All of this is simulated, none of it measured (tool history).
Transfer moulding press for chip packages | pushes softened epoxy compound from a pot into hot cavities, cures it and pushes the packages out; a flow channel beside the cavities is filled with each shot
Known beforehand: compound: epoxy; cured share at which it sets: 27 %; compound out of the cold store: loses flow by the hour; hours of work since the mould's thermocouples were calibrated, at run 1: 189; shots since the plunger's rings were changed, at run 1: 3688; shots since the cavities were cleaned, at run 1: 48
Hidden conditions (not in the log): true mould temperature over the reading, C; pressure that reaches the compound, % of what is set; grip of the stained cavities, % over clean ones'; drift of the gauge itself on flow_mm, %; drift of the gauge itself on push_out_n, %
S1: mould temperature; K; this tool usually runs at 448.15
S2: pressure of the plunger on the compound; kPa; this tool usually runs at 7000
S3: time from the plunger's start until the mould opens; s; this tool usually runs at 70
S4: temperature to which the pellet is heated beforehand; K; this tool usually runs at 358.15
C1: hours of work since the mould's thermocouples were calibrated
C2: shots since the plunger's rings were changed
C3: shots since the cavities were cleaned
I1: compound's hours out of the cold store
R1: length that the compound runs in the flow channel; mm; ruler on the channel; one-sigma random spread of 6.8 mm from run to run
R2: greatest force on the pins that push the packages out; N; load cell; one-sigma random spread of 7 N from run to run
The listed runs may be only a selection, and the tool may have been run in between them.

run 1 hour=0.0 | S1=448.15 S2=7000 S3=70 S4=358.15 | C1=189 C2=3688 C3=48 | I1=8.2 | R1=741 R2=322
run 2 hour=14.8 | S1=448.15 S2=7000 S3=70 S4=358.15 | C1=201 C2=3954 C3=314 | I1=15.9 | R1=715 R2=382
run 3 hour=23.0 | S1=448.15 S2=7000 S3=70 S4=358.15 | C1=208 C2=4102 C3=462 | I1=23.7 | R1=682 R2=410
run 4 hour=37.7 | S1=448.15 S2=7000 S3=70 S4=358.15 | C1=219 C2=4365 C3=725 | I1=28.3 | R1=665 R2=460
-- hour=47.1 cavities cleaned with cleaning compound and waxed
run 5 hour=53.0 | S1=447.15 S2=7000 S3=70 S4=358.15 | C1=230 C2=4614 C3=107 | I1=16.4 | R1=696 R2=359
run 6 hour=62.8 | S1=448.15 S2=7830 S3=70 S4=358.15 | C1=238 C2=4789 C3=282 | I1=12.6 | R1=757 R2=404
run 7 hour=70.6 | S1=448.15 S2=7830 S3=70 S4=358.15 | C1=244 C2=4930 C3=423 | I1=17.7 | R1=733 R2=408
run 8 hour=81.6 | S1=448.15 S2=7000 S3=63 S4=358.15 | C1=252 C2=5128 C3=621 | I1=41.7 | R1=614 R2=500
run 9 hour=90.2 | S1=448.15 S2=7000 S3=63 S4=358.15 | C1=259 C2=5282 C3=775 | I1=9.7 | R1=704 R2=614
-- hour=96.4 cavities cleaned with cleaning compound and waxed
run 10 hour=103.0 | S1=448.15 S2=7000 S3=63 S4=358.15 | C1=268 C2=5486 C3=119 | I1=8.9 | R1=714 R2=460
run 11 hour=113.6 | S1=453.15 S2=7000 S3=70 S4=358.15 | C1=276 C2=5677 C3=310 | I1=12.8 | R1=685 R2=332
run 12 hour=119.8 | S1=453.15 S2=7000 S3=70 S4=358.15 | C1=281 C2=5788 C3=421 | I1=20.2 | R1=662 R2=335
run 13 hour=133.9 | S1=448.15 S2=7000 S3=70 S4=358.15 | C1=292 C2=6041 C3=674 | I1=47.5 | R1=585 R2=422
-- hour=145.7 cavities cleaned with cleaning compound and waxed
run 14 hour=147.1 | S1=448.15 S2=7000 S3=70 S4=358.15 | C1=302 C2=6253 C3=26 | I1=18.4 | R1=677 R2=320
run 15 hour=159.0 | S1=449.15 S2=7000 S3=74 S4=358.15 | C1=311 C2=6467 C3=240 | I1=17.1 | R1=673 R2=331
run 16 hour=169.2 | S1=444.15 S2=7140 S3=55 S4=358.15 | C1=319 C2=6650 C3=423 | I1=24.3 | R1=665 R2=889
-- hour=181.4 plunger's sealing rings changed
run 17 hour=182.3 | S1=444.15 S2=7140 S3=61 S4=368.15 | C1=327 C2=16 C3=613 | I1=41.8 | R1=678 R2=695
run 18 hour=190.4 | S1=444.15 S2=7140 S3=61 S4=368.15 | C1=334 C2=163 C3=760 | I1=13.0 | R1=783 R2=832

Run 19 comes next. What will it give?
-- hour=198.6 cavities cleaned with cleaning compound and waxed
run 19 hour=206.0 | S1=444.15 S2=7140 S3=61 S4=368.15 | C1=345 C2=416 C3=134 | I1=42.3 | R1=? R2=?

{"run 19": {"R1": 670, "R2": 552}}
With the hidden condition absent and the run-to-run variation left alone, this run would have shown R1 673 mm, R2 442 N.

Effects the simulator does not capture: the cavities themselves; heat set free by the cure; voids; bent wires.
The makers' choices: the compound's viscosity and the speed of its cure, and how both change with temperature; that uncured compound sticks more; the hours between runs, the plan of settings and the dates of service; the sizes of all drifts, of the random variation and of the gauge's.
